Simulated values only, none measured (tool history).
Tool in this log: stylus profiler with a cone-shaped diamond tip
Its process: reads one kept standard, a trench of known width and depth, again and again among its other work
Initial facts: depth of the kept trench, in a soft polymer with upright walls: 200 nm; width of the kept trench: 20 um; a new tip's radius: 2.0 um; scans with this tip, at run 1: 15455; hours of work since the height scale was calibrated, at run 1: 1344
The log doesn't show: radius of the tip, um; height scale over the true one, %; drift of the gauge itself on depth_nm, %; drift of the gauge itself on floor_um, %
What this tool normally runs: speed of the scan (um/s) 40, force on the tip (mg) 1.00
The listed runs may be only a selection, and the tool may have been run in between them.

| run | hour | speed of the scan (um/s) | force on the tip (mg) | scans with this tip | hours of work since the height scale was calibrated | depth of the trench (angstrom) | width of the trench's floor (µm) |
|---|---|---|---|---|---|---|---|
| 1 | 0.0 | 40 | 1.00 | 15455 | 1344 | 2017.7 | 17.19 |
| 2 | 44.4 | 40 | 1.00 | 15717 | 1367 | 2018.2 | 17.14 |
| 3 | 87.4 | 40 | 0.65 | 15971 | 1389 | 2016.8 | 17.09 |
| 4 | 112.8 | 40 | 0.65 | 16120 | 1402 | 2015.6 | 17.06 |
| 5 | 140.3 | 143 | 1.00 | 16282 | 1416 | 2019.7 | 16.14 |
| 6 | 178.0 | 40 | 1.00 | 16504 | 1435 | 2019.4 | 17.16 |
| 7 | 222.6 | 11 | 1.00 | 16767 | 1458 | 2020.0 | 17.41 |
| 8 | 251.4 | 40 | 0.42 | 16937 | 1473 | 2016.6 | 16.94 |
| 9 | 281.9 | 40 | 2.36 | 17117 | 1488 | 2026.6 | 17.21 |
| 10 | 312.8 | 89 | 1.00 | 17299 | 1504 | 2019.8 | 16.69 |
|  | 322.9 | new tip fitted, height scale calibrated |
| 11 | 344.4 | 89 | 1.00 | 126 | 11 | 2008.5 | 17.42 |
| 12 | 368.8 | 89 | 1.00 | 270 | 24 | 2008.3 | 17.33 |
| 13 | 414.1 | 89 | 1.00 | 537 | 47 | 2008.4 | 17.38 |
| 14 | 440.6 | 40 | 1.00 | 693 | 60 | 2008.9 | 17.85 |
| 15 | 478.5 | 40 | 1.00 | 917 | 80 | 2011.3 | 17.80 |
| 16 | 506.6 | 40 | 1.00 | 1082 | 94 | 2010.2 | 17.87 |
| 17 | 539.5 | 40 | 1.00 | 1276 | 111 | 2009.8 | 17.80 |
| 18 | 577.2 | 132 | 1.00 | 1498 | 130 | 2010.8 | 16.97 |
| 19 | 612.5 | 40 | 1.00 | 1706 | 148 | 2010.2 | 17.79 |
| 20 | 651.7 | 40 | 1.00 | 1937 | 168 | 2012.1 | 17.74 |
| 21 | 698.0 | 40 | 1.00 | 2210 | 192 | 2011.3 | 17.72 |
| 22 | 741.9 | 40 | 1.00 | 2469 | 215 | 2010.8 | 17.73 |
| 23 | 766.7 | 40 | 1.00 | 2614 | 227 | 2012.0 | 17.78 |
| 24 | 809.2 | 121 | 1.64 | 2865 | 249 | 2016.7 | 17.24 |
| 25 | 832.6 | 121 | 1.64 | 3003 | 261 | 2014.8 | 17.20 |
| 26 | 856.0 | 121 | 1.64 | 3141 | 273 | 2016.1 | 17.22 |
| 27 | 895.0 | 40 | 0.46 | 3371 | 293 | 2007.3 | 17.51 |
| 28 | 939.9 | 40 | 0.46 | 3636 | 316 | 2007.9 | 17.49 |

For run 29, what comes out?
| 29 | 978.2 | 160 | 0.37 | 3861 | 336 | ? | ? |

Run 29 produced depth of the trench (angstrom) 2006.0, width of the trench's floor (µm) 15.60.
Had the tool carried no hidden state, the very same run would have given depth of the trench (angstrom) 2003.5, width of the trench's floor (µm) 15.79.

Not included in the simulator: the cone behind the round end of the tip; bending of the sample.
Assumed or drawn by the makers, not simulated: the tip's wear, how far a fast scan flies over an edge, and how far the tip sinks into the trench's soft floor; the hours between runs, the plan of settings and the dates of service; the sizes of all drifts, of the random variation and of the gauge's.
